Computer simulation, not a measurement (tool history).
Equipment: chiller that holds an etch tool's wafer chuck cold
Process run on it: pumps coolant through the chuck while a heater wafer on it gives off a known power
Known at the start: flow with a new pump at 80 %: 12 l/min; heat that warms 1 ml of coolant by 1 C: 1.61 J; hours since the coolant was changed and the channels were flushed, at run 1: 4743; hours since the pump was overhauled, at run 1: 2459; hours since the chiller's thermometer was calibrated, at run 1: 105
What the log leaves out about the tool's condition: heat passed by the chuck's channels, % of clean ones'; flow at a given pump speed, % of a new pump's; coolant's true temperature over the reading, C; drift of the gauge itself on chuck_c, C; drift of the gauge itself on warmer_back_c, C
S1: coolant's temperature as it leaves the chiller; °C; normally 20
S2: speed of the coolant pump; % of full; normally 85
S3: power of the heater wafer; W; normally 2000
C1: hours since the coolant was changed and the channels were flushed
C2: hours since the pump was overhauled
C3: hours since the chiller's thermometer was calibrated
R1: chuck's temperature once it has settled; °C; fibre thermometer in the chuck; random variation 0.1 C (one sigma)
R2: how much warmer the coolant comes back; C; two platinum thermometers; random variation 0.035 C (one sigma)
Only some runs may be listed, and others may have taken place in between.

Run 1, hour 0: usual settings; C1 4743; C2 2459; C3 105. Result: R1 33 °C, R2 5.69 C.
Run 2, hour 84.1: usual settings but S3 2481 W; C1 4827; C2 2544; C3 189. Result: R1 36.4 °C, R2 7.22 C.
Run 3, hour 161.1: usual settings but S3 2481 W; C1 4904; C2 2621; C3 266. Result: R1 36.3 °C, R2 7.23 C.
Run 4, hour 252.5: usual settings but S3 2481 W; C1 4995; C2 2712; C3 358. Result: R1 36.3 °C, R2 7.23 C.
Run 5, hour 313.7: usual settings but S1 18 °C; C1 5057; C2 2773; C3 419. Result: R1 31.1 °C, R2 5.86 C.
Run 6, hour 373.8: usual settings but S1 18 °C; C1 5117; C2 2833; C3 479. Result: R1 31.2 °C, R2 5.79 C.
Run 7, hour 461.7: usual settings but S2 68 % of full; C1 5205; C2 2921; C3 567. Result: R1 36 °C, R2 7.47 C.
Run 8, hour 540.3: usual settings but S2 69 % of full; C1 5283; C2 3000; C3 646. Result: R1 36 °C, R2 7.28 C.
Run 9, hour 611.9: usual settings but S2 69 % of full; C1 5355; C2 3071; C3 717. Result: R1 35.9 °C, R2 7.36 C.
Run 10, hour 692.6: usual settings but S2 69 % of full; C1 5436; C2 3152; C3 798. Result: R1 35.8 °C, R2 7.3 C.
Run 11, hour 756.5: usual settings; C1 5499; C2 3216; C3 862. Result: R1 33.2 °C, R2 5.76 C.
Run 12, hour 856.3: usual settings; C1 5599; C2 3316; C3 962. Result: R1 33.1 °C, R2 5.82 C.
Run 13, hour 923.5: usual settings; C1 5666; C2 3383; C3 1029. Result: R1 33.1 °C, R2 5.8 C.
Run 14, hour 1011.1: usual settings; C1 5754; C2 3471; C3 1116. Result: R1 33.1 °C, R2 5.87 C.
Run 15, hour 1107.7: usual settings; C1 5851; C2 3567; C3 1213. Result: R1 33.3 °C, R2 5.84 C.
Run 16, hour 1156.8: usual settings but S1 13 °C, S3 1518 W; C1 5900; C2 3616; C3 1262. Result: R1 23 °C, R2 4.39 C.
Run 17, hour 1214.6: usual settings but S1 13 °C, S3 1518 W; C1 5958; C2 3674; C3 1320. Result: R1 22.8 °C, R2 4.41 C.
Run 18, hour 1266.2: usual settings but S1 11 °C; C1 6009; C2 3726; C3 1371. Result: R1 24.2 °C, R2 5.85 C.
Run 19, hour 1323.5: usual settings but S2 72 % of full, S3 2852 W; C1 6066; C2 3783; C3 1429. Result: R1 41.6 °C, R2 10.01 C.
Run 20, hour 1420.9: usual settings but S2 93 % of full; C1 6164; C2 3880; C3 1526. Result: R1 32 °C, R2 5.21 C.
Run 21, hour 1506.7: usual settings but S2 95 % of full, S3 1023 W; C1 6250; C2 3966; C3 1612. Result: R1 26.1 °C, R2 2.58 C.
Run 22, hour 1557.6: usual settings but S1 13 °C, S2 60 % of full, S3 1559 W; C1 6301; C2 4017; C3 1663. Result: R1 27 °C, R2 6.64 C.
Run 23, hour 1608.1: usual settings but S1 13 °C, S2 84 % of full, S3 2888 W; C1 6351; C2 4068; C3 1713. Result: R1 32.3 °C, R2 8.5 C.
Run 24, hour 1667: usual settings but S1 13 °C, S2 84 % of full, S3 2888 W; C1 6410; C2 4127; C3 1772. Result: R1 32.2 °C, R2 8.52 C.
Run 25, hour 1762.7: usual settings but S1 13 °C, S2 84 % of full, S3 2888 W; C1 6506; C2 4222; C3 1868. Result: R1 32.1 °C, R2 8.56 C.
Run 26, hour 1829.9: usual settings but S1 13 °C, S2 84 % of full, S3 2888 W; C1 6573; C2 4289; C3 1935. Result: R1 32.1 °C, R2 8.54 C.
Run 27, hour 1916.5: usual settings but S1 13 °C, S2 84 % of full, S3 2888 W; C1 6659; C2 4376; C3 2022. Result: R1 32.2 °C, R2 8.5 C.
At hour 1998.9: coolant changed, channels flushed.
Run 28, hour 2016.1: usual settings but S1 13 °C, S2 94 % of full, S3 2888 W; C1 17; C2 4470; C3 2115. Result: R1 30.3 °C, R2 7.51 C.
Run 29, hour 2111.2: usual settings but S1 13 °C, S2 94 % of full, S3 2888 W; C1 112; C2 4565; C3 2210. Result: R1 30.3 °C, R2 7.47 C.

Each row is a separate what-if for the run after 29, all from the same tool condition, not one after another. Results?
At hour 2182.1: chiller's thermometer calibrated.
Run A, hour 2190.3: usual settings but S1 13 °C, S2 64 % of full, S3 2225 W; C1 190; C2 4643; C3 8. Result: R1 ?, R2 ?.
At hour 2182.1: chiller's thermometer calibrated.
Run B, hour 2190.3: usual settings but S1 13 °C, S2 65 % of full, S3 2888 W; C1 190; C2 4643; C3 8. Result: R1 ?, R2 ?.
At hour 2182.1: chiller's thermometer calibrated.
Run C, hour 2190.3: usual settings but S1 19 °C, S2 94 % of full, S3 2888 W; C1 190; C2 4643; C3 8. Result: R1 ?, R2 ?.

run    R1     R2
  A    32   8.86
  B  37.2  11.32
  C  36.5   7.45
Without the tool's unlogged condition, the same runs would have read:
run    R1     R2
  A    32   8.85
  B  37.2  11.31
  C  36.5   7.45

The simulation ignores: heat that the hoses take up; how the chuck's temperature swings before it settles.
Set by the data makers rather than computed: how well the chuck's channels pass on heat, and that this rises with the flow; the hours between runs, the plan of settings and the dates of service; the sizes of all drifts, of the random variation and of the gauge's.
